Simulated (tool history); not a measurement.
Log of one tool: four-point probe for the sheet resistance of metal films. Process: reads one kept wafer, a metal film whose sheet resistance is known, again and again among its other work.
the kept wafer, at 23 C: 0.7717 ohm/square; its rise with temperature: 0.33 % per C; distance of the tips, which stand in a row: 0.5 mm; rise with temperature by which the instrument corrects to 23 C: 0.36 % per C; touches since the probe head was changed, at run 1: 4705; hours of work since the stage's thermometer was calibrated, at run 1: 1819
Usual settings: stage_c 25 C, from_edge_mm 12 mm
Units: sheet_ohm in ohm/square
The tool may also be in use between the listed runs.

run,hour,stage_c,from_edge_mm,touches since the probe head was changed,hours of work since the stage's thermometer was calibrated,sheet_ohm
1,0.0,25,12,4705,1819,0.772434
2,21.7,25,12,5077,1835,0.772646
3,40.9,25,12,5405,1848,0.772350
4,53.0,25,12,5614,1857,0.772401
5,71.5,25,22,5929,1870,0.772019
6,83.5,25,12,6135,1879,0.772376
7,109.2,24,12,6575,1897,0.772572
8,134.1,25,35,7002,1915,0.771786
9,148.3,19,12,7245,1925,0.773809
# hour 154.9: stage's thermometer calibrated
10,163.5,25,25,7496,6,0.770866
11,185.4,25,25,7870,22,0.770727
12,209.3,20,12,8280,39,0.772408
13,237.7,25,12,8767,59,0.771216
14,250.0,25,12,8976,68,0.771410
15,271.6,25,12,9347,83,0.771416
16,299.4,25,12,9823,103,0.771330
17,317.8,25,12,10137,116,0.771240
18,337.9,25,12,10482,130,0.771122
19,358.1,25,12,10827,145,0.771329
20,374.0,25,12,11099,156,0.771401
21,399.7,24,6,11538,174,0.773624
22,419.0,32,12,11870,188,0.769747
23,444.8,23,23,12312,207,0.771164
24,469.7,20,10,12737,224,0.772659
25,483.1,20,10,12967,234,0.772629
26,510.3,34,36,13433,253,0.768543
27,524.1,28,21,13669,263,0.770006
28,548.0,22,44,14077,280,0.771045
29,569.4,22,5,14445,295,0.775463
30,595.6,30,3,14892,314,0.780801
31,608.4,18,48,15112,323,0.772358
32,626.6,32,34,15423,336,0.769001
33,644.8,22,34,15735,349,0.771392
34,666.4,22,34,16106,364,0.771407
35,685.8,22,34,16437,378,0.771135
36,700.3,22,34,16686,389,0.771130

Measured less the same run without the tool's hidden state. The same run-to-run variation is in both; the gauge's scatter may not be:
The hidden state here: inner tips' distance over the nominal, %; tips' flats over new ones', %; wafer's true temperature over the reading, C; drift of the gauge itself on sheet_ohm, %.
run,sheet_ohm
1,+0.000498
2,+0.000500
3,+0.000502
4,+0.000502
5,+0.000504
6,+0.000504
7,+0.000509
8,+0.000504
9,+0.000530
10,-0.000762
11,-0.000760
12,-0.000763
13,-0.000758
14,-0.000759
15,-0.000757
16,-0.000754
17,-0.000752
18,-0.000751
19,-0.000751
20,-0.000749
21,-0.000750
22,-0.000745
23,-0.000745
24,-0.000743
25,-0.000743
26,-0.000739
27,-0.000738
28,-0.000738
29,-0.000740
30,-0.000748
31,-0.000735
32,-0.000736
33,-0.000733
34,-0.000733
35,-0.000732
36,-0.000731
